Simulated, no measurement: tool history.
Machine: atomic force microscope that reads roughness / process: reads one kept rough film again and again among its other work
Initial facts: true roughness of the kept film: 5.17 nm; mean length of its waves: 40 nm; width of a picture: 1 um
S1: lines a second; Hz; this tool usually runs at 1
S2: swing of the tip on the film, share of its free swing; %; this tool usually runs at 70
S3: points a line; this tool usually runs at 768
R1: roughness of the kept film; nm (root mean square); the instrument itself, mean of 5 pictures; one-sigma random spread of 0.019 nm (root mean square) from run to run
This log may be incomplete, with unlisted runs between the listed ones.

run    hour    S1  S2   S3     R1
  1       0     1  70  768  4.355
  2    50.4     1  70  374  4.269
  3     104     1  70  374  4.171
      113.9  -- new tip fitted
  4   141.6     1  70  374  4.535
  5   167.9     1  70  768  4.501
  6   200.7     1  70  350  4.418
  7   238.4     1  70  350  4.352
  8   291.7     1  70  350   4.28
      337.9  -- new tip fitted
  9   338.7     1  70  350  4.569
 10   379.7     1  70  350  4.523
 11   410.1     1  70  350  4.462
 12   442.5     1  70  350  4.396
 13   470.1     1  70  350  4.324
 14   520.8     1  70  350  4.198
      563.2  -- new tip fitted
 15   568.8     1  70  350  4.566
 16   623.6     1  70  379   4.47
 17   664.5     1  70  379  4.405
 18   689.7     1  70  411  4.324
 19   726.2     1  70  411   4.26
 20   750.9     1  70  411  4.214
      755.8  -- height scale calibrated on a step standard
      789.4  -- new tip fitted
 21   803.8     1  70  411  4.537
 22   838.4     1  70  411  4.465
 23   885.1     1  77  768  4.322
 24   937.4     1  77  768  4.259
 25   993.4     1  77  768  4.138
     1014.9  -- new tip fitted
 26  1046.4     1  77  768  4.461
 27  1076.9     1  70  768  4.478
     1082.9  -- height scale calibrated on a step standard, once more
 28  1107.4     1  70  768  4.445
 29  1144.6  1.34  70  367  4.371
 30  1175.5  2.46  80  505  4.077
 31  1198.5  0.93  89  768   4.19
     1239.7  -- new tip fitted
 32  1254.3     1  70  380  4.595
 33  1282.1  2.97  70  634  4.399
 34  1330.7  2.97  70  634  4.335
 35  1382.1     1  56  627  4.409
 36  1435.9     1  77  899  4.202

Run 37 is up next; what results do you expect?
     1465.4  -- new tip fitted
 37  1465.7   1  69  390   ?

Run 37 came out at R1 4.591 nm (root mean square).
Minus the tool's unlogged condition, the same run would have read R1 4.62 nm (root mean square).

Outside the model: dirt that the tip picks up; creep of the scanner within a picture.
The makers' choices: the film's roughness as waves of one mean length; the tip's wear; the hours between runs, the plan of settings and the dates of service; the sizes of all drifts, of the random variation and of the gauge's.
